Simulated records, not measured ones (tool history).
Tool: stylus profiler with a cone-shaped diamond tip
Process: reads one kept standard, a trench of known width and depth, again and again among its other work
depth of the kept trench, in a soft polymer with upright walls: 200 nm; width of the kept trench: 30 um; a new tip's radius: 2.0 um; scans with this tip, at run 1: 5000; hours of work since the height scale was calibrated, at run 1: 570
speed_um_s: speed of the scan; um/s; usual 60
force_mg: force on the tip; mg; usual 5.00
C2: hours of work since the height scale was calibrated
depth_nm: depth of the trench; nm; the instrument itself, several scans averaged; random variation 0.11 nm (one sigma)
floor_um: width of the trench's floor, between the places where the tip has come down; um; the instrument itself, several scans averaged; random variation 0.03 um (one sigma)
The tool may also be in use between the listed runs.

Run 1, hour 0.0: usual settings; scans with this tip 5000; C2 570. Result: depth_nm 202.72 nm, floor_um 28.10 um.
Run 2, hour 110.5: usual settings; scans with this tip 5517; C2 629. Result: depth_nm 202.70 nm, floor_um 28.08 um.
Run 3, hour 220.8: usual settings; scans with this tip 6034; C2 688. Result: depth_nm 202.75 nm, floor_um 28.12 um.
Run 4, hour 296.9: usual settings but speed_um_s 149 um/s; scans with this tip 6390; C2 729. Result: depth_nm 202.71 nm, floor_um 27.91 um.
Run 5, hour 403.5: usual settings but speed_um_s 69 um/s; scans with this tip 6889; C2 786. Result: depth_nm 202.64 nm, floor_um 28.06 um.
Run 6, hour 501.6: usual settings but speed_um_s 69 um/s; scans with this tip 7348; C2 838. Result: depth_nm 202.64 nm, floor_um 28.07 um.
Run 7, hour 586.4: usual settings but speed_um_s 69 um/s; scans with this tip 7745; C2 884. Result: depth_nm 202.79 nm, floor_um 28.07 um.
Run 8, hour 696.2: usual settings but speed_um_s 111 um/s; scans with this tip 8259; C2 942. Result: depth_nm 202.64 nm, floor_um 27.98 um.
Run 9, hour 758.3: usual settings; scans with this tip 8550; C2 975. Result: depth_nm 202.59 nm, floor_um 28.10 um.
Run 10, hour 817.3: usual settings; scans with this tip 8826; C2 1007. Result: depth_nm 202.63 nm, floor_um 28.04 um.
Run 11, hour 909.0: usual settings; scans with this tip 9255; C2 1056. Result: depth_nm 202.63 nm, floor_um 28.07 um.
Run 12, hour 993.2: usual settings; scans with this tip 9650; C2 1101. Result: depth_nm 202.42 nm, floor_um 28.09 um.
Run 13, hour 1072.7: usual settings; scans with this tip 10022; C2 1143. Result: depth_nm 202.55 nm, floor_um 28.03 um.
Run 14, hour 1166.1: usual settings but force_mg 12.35 mg; scans with this tip 10459; C2 1193. Result: depth_nm 204.93 nm, floor_um 28.16 um.
Run 15, hour 1284.8: usual settings but force_mg 12.35 mg; scans with this tip 11015; C2 1257. Result: depth_nm 205.00 nm, floor_um 28.10 um.
Run 16, hour 1380.4: usual settings; scans with this tip 11462; C2 1308. Result: depth_nm 202.86 nm, floor_um 28.08 um.
Run 17, hour 1474.8: usual settings; scans with this tip 11904; C2 1358. Result: depth_nm 202.76 nm, floor_um 28.11 um.
Run 18, hour 1537.2: usual settings; scans with this tip 12197; C2 1391. Result: depth_nm 202.70 nm, floor_um 28.12 um.
Run 19, hour 1643.3: usual settings but speed_um_s 30 um/s; scans with this tip 12693; C2 1448. Result: depth_nm 202.49 nm, floor_um 28.14 um.
Run 20, hour 1732.8: usual settings but speed_um_s 30 um/s; scans with this tip 13112; C2 1496. Result: depth_nm 202.56 nm, floor_um 28.17 um.
Run 21, hour 1833.5: usual settings but speed_um_s 30 um/s, force_mg 1.97 mg; scans with this tip 13584; C2 1550. Result: depth_nm 201.65 nm, floor_um 28.14 um.
Run 22, hour 1919.7: usual settings but speed_um_s 30 um/s, force_mg 1.97 mg; scans with this tip 13987; C2 1596. Result: depth_nm 201.60 nm, floor_um 28.12 um.
Run 23, hour 1994.1: usual settings but speed_um_s 18 um/s, force_mg 1.95 mg; scans with this tip 14335; C2 1635. Result: depth_nm 201.42 nm, floor_um 28.21 um.
Run 24, hour 2072.2: usual settings but speed_um_s 18 um/s, force_mg 1.95 mg; scans with this tip 14701; C2 1677. Result: depth_nm 201.57 nm, floor_um 28.13 um.
Run 25, hour 2179.9: usual settings but speed_um_s 235 um/s, force_mg 3.25 mg; scans with this tip 15205; C2 1735. Result: depth_nm 202.05 nm, floor_um 27.40 um.
Run 26, hour 2248.1: usual settings but speed_um_s 197 um/s, force_mg 1.94 mg; scans with this tip 15524; C2 1771. Result: depth_nm 201.51 nm, floor_um 27.47 um.
Run 27, hour 2353.6: usual settings but force_mg 14.04 mg; scans with this tip 16018; C2 1827. Result: depth_nm 205.38 nm, floor_um 28.08 um.
Run 28, hour 2460.8: usual settings but force_mg 4.84 mg; scans with this tip 16520; C2 1885. Result: depth_nm 202.83 nm, floor_um 28.08 um.
At hour 2546.6: height scale calibrated on a step standard.
Run 29, hour 2553.4: usual settings but force_mg 1.75 mg; scans with this tip 16951; C2 4. Result: depth_nm 201.26 nm, floor_um 27.99 um.
Run 30, hour 2622.5: usual settings but speed_um_s 109 um/s, force_mg 9.40 mg; scans with this tip 17275; C2 41. Result: depth_nm 204.08 nm, floor_um 28.01 um.
At hour 2633.1: new tip fitted, height scale calibrated.
Run 31, hour 2717.1: usual settings but speed_um_s 40 um/s, force_mg 6.40 mg; scans with this tip 393; C2 45. Result: depth_nm 203.18 nm, floor_um 28.15 um.
Run 32, hour 2789.3: usual settings but speed_um_s 40 um/s, force_mg 6.40 mg; scans with this tip 731; C2 83. Result: depth_nm 203.23 nm, floor_um 28.10 um.
Run 33, hour 2856.1: usual settings but speed_um_s 40 um/s, force_mg 6.40 mg; scans with this tip 1044; C2 119. Result: depth_nm 203.17 nm, floor_um 28.16 um.
Run 34, hour 2912.8: usual settings but speed_um_s 51 um/s, force_mg 2.60 mg; scans with this tip 1309; C2 149. Result: depth_nm 201.76 nm, floor_um 28.09 um.
Run 35, hour 2994.0: usual settings but speed_um_s 51 um/s, force_mg 2.60 mg; scans with this tip 1689; C2 193. Result: depth_nm 201.76 nm, floor_um 28.08 um.
Run 36, hour 3108.5: usual settings but speed_um_s 17 um/s, force_mg 2.33 mg; scans with this tip 2225; C2 254. Result: depth_nm 201.58 nm, floor_um 28.19 um.
Run 37, hour 3173.8: usual settings but speed_um_s 17 um/s, force_mg 2.33 mg; scans with this tip 2531; C2 289. Result: depth_nm 201.82 nm, floor_um 28.19 um.
Run 38, hour 3291.2: usual settings but speed_um_s 17 um/s, force_mg 2.33 mg; scans with this tip 3081; C2 351. Result: depth_nm 201.54 nm, floor_um 28.20 um.
Run 39, hour 3344.0: usual settings but speed_um_s 17 um/s, force_mg 2.33 mg; scans with this tip 3328; C2 380. Result: depth_nm 201.57 nm, floor_um 28.17 um.
Run 40, hour 3415.1: usual settings but speed_um_s 17 um/s, force_mg 2.33 mg; scans with this tip 3660; C2 418. Result: depth_nm 201.67 nm, floor_um 28.19 um.
Run 41, hour 3522.5: usual settings but speed_um_s 112 um/s, force_mg 6.05 mg; scans with this tip 4164; C2 475. Result: depth_nm 202.91 nm, floor_um 27.96 um.
Run 42, hour 3599.5: usual settings but speed_um_s 112 um/s, force_mg 6.05 mg; scans with this tip 4524; C2 516. Result: depth_nm 202.97 nm, floor_um 27.99 um.
Run 43, hour 3648.5: usual settings but speed_um_s 88 um/s, force_mg 5.38 mg; scans with this tip 4753; C2 542. Result: depth_nm 202.77 nm, floor_um 28.01 um.
Run 44, hour 3715.0: usual settings but speed_um_s 88 um/s, force_mg 5.38 mg; scans with this tip 5065; C2 578. Result: depth_nm 202.78 nm, floor_um 28.03 um.

Hidden state or all else? Some run-to-run changes of floor_um, split into what the settings, what came in and random variation would give without the hidden state, and what is left for the hidden state (with any gauge scatter that isn't in both results):
The hidden state here: radius of the tip, um; height scale over the true one, %; drift of the gauge itself on depth_nm, %; drift of the gauge itself on floor_um, %.
Run 1 -> 2: no setting changed, nothing entered. floor_um -0.02 um: hidden state -0.01, all else -0.01.
Run 7 -> 8: speed_um_s 69 -> 111. floor_um -0.09 um: hidden state -0.01, all else -0.08.
Run 24 -> 25: speed_um_s 18 -> 235, force_mg 1.95 -> 3.25. floor_um -0.73 um: hidden state +0.01, all else -0.74.
Run 26 -> 27: speed_um_s 197 -> 60, force_mg 1.94 -> 14.04. floor_um +0.61 um: hidden state +0.00, all else +0.61.
Run 30 -> 31: speed_um_s 109 -> 40, force_mg 9.40 -> 6.40, new tip fitted, height scale calibrated. floor_um +0.14 um: hidden state +0.03, all else +0.11.
Run 40 -> 41: speed_um_s 17 -> 112, force_mg 2.33 -> 6.05. floor_um -0.23 um: hidden state -0.01, all else -0.22.
